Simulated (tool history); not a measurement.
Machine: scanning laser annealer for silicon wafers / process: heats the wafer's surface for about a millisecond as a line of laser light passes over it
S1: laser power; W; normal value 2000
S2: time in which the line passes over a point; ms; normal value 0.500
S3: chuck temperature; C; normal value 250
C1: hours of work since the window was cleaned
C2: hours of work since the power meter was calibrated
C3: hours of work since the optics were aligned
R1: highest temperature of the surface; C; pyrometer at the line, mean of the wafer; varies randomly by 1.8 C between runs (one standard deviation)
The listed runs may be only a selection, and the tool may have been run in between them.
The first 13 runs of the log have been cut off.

run     day    S1     S2   S3   C1    C2   C3    R1
 14  18.954  2000  0.500  265  269   675  222  1007
 15  20.400  2000  0.585  250  293   700  246  1064
 16  21.746  2000  0.500  225  315   722  269   966
 17  22.833  2000  0.480  250  334   740  287   975
 18  23.658  2000  0.480  286  347   754  301  1011
 19  24.946  2034  0.476  283  369   776  322  1016
 20  26.921  2187  0.476  248  402   809  355  1040
     27.250  -- window over the wafer cleaned
 21  28.071  2187  0.476  248   14   826  373  1054
 22  29.292  2044  0.397  250   34   847  393   925
 23  30.696  1866  0.500  250   58   870  417   946
 24  31.538  1895  0.369  257   72   884  431   856
 25  33.112  2000  0.466  233   98   911  457   950
 26  35.008  2000  0.466  233  130   942  489   949
 27  36.238  2000  0.557  282  150   963  509  1077
 28  38.158  2135  0.351  250  182   995  542   903
 29  39.854  2135  0.351  250  211  1023  570   903
 30  40.954  2135  0.351  250  229  1042  588   902
 31  42.133  1799  0.360  289  249  1061  608   839
 32  42.954  1799  0.360  289  262  1075  622   837
 33  44.454  2090  0.581  250  287  1100  647  1092
 34  45.296  2090  0.581  277  301  1114  661  1121

Forecast each of these 5 alternatives for the next run:
  A  46.942  1734  0.581  277  329  1142  688   ?
  B  46.942  2090  0.534  281  329  1142  688   ?
  C  46.942  2000  0.522  250  329  1142  688   ?
  D  46.942  2090  0.581  247  329  1142  688   ?
  E  46.942  2186  0.523  281  329  1142  688   ?

run    R1
  A   967
  B  1083
  C  1008
  D  1090
  E  1112
Without the tool's hidden state the same runs would have given:
run    R1
  A   983
  B  1101
  C  1025
  D  1109
  E  1131
